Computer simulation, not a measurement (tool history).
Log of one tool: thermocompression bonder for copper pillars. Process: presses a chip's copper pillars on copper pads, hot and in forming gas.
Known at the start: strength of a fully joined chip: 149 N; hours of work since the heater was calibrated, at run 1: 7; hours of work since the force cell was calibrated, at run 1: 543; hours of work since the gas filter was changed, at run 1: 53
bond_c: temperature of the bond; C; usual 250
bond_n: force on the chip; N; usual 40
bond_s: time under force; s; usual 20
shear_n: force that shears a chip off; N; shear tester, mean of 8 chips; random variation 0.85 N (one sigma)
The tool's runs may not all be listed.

| run | hour | bond_c | bond_n | bond_s | hours of work since the heater was calibrated | hours of work since the force cell was calibrated | hours of work since the gas filter was changed | shear_n |
|---|---|---|---|---|---|---|---|---|
| 1 | 0 | 250 | 40 | 20 | 7 | 543 | 53 | 68.3 |
| 2 | 19.5 | 250 | 40 | 20 | 21 | 556 | 67 | 68.4 |
| 3 | 37.1 | 250 | 40 | 20 | 33 | 569 | 79 | 69 |
| 4 | 49.1 | 250 | 28 | 20 | 42 | 577 | 88 | 51.5 |
| 5 | 61.1 | 250 | 28 | 20 | 50 | 586 | 96 | 50.9 |
| 6 | 74.4 | 250 | 40 | 20 | 60 | 595 | 106 | 67.9 |
| 7 | 92.1 | 250 | 40 | 20 | 72 | 608 | 118 | 67.7 |
| 8 | 104.2 | 250 | 40 | 20 | 81 | 616 | 127 | 68.1 |
| 9 | 128.3 | 250 | 40 | 20 | 98 | 633 | 144 | 70.3 |
| 10 | 144 | 250 | 42 | 20 | 109 | 645 | 155 | 70.1 |
| 11 | 159 | 250 | 40 | 20 | 120 | 655 | 166 | 68.9 |
| 12 | 171.3 | 250 | 40 | 20 | 128 | 664 | 174 | 68.1 |
| 13 | 186.7 | 221 | 40 | 20 | 139 | 675 | 185 | 46.1 |
| 14 | 208.9 | 221 | 40 | 20 | 155 | 691 | 201 | 45.1 |
| 15 | 225.5 | 255 | 40 | 20 | 167 | 702 | 213 | 74.8 |
| 16 | 237.5 | 247 | 40 | 20 | 175 | 711 | 221 | 65.9 |
| 17 | 249.7 | 243 | 40 | 20 | 184 | 719 | 230 | 63.2 |
|  | 256 | forming gas filter changed |
| 18 | 273 | 250 | 40 | 37 | 200 | 736 | 12 | 84.7 |
| 19 | 286.8 | 250 | 40 | 37 | 210 | 745 | 22 | 84.5 |
| 20 | 307.9 | 250 | 49 | 37 | 225 | 760 | 37 | 94.1 |
| 21 | 319.8 | 227 | 32 | 20 | 233 | 769 | 45 | 40.8 |
| 22 | 343.1 | 227 | 32 | 41 | 250 | 785 | 62 | 54.9 |
| 23 | 354.1 | 228 | 40 | 42 | 257 | 793 | 69 | 66.2 |
| 24 | 378.5 | 260 | 57 | 15 | 275 | 810 | 87 | 91.5 |
| 25 | 401.8 | 231 | 24 | 26 | 291 | 827 | 103 | 36.6 |
| 26 | 412.9 | 231 | 24 | 26 | 299 | 835 | 111 | 37.1 |
| 27 | 430.8 | 231 | 52 | 26 | 312 | 847 | 124 | 71.4 |
| 28 | 442.5 | 231 | 40 | 26 | 320 | 856 | 132 | 59.3 |
| 29 | 459.2 | 231 | 40 | 26 | 332 | 867 | 144 | 58.7 |
| 30 | 480 | 231 | 40 | 26 | 347 | 882 | 159 | 59.5 |
| 31 | 497.8 | 269 | 40 | 22 | 359 | 895 | 171 | 88.2 |
| 32 | 513.3 | 235 | 29 | 20 | 370 | 906 | 182 | 40.8 |
| 33 | 528.5 | 235 | 37 | 21 | 381 | 916 | 193 | 52.7 |
| 34 | 543.3 | 235 | 25 | 16 | 391 | 927 | 203 | 32.4 |
| 35 | 566.9 | 235 | 25 | 16 | 408 | 944 | 220 | 33.4 |
| 36 | 579.6 | 235 | 25 | 16 | 417 | 953 | 229 | 32.8 |
|  | 586.1 | forming gas filter changed |
| 37 | 600.1 | 257 | 35 | 59 | 431 | 967 | 10 | 95.8 |
| 38 | 612.7 | 257 | 35 | 59 | 440 | 976 | 19 | 95.8 |
| 39 | 623 | 276 | 39 | 20 | 448 | 983 | 26 | 87.8 |

Forecast each of these 4 alternatives for the next run:
| A | 637.6 | 246 | 40 | 20 | 458 | 993 | 36 | ? |
| B | 637.6 | 237 | 27 | 11 | 458 | 993 | 36 | ? |
| C | 637.6 | 269 | 44 | 16 | 458 | 993 | 36 | ? |
| D | 637.6 | 276 | 39 | 27 | 458 | 993 | 36 | ? |

| run | shear_n |
|---|---|
| A | 65.5 |
| B | 30.9 |
| C | 85 |
| D | 97.1 |
Without the tool's hidden state the same runs would have given:
| run | shear_n |
|---|---|
| A | 65.9 |
| B | 31.1 |
| C | 85.4 |
| D | 97.5 |

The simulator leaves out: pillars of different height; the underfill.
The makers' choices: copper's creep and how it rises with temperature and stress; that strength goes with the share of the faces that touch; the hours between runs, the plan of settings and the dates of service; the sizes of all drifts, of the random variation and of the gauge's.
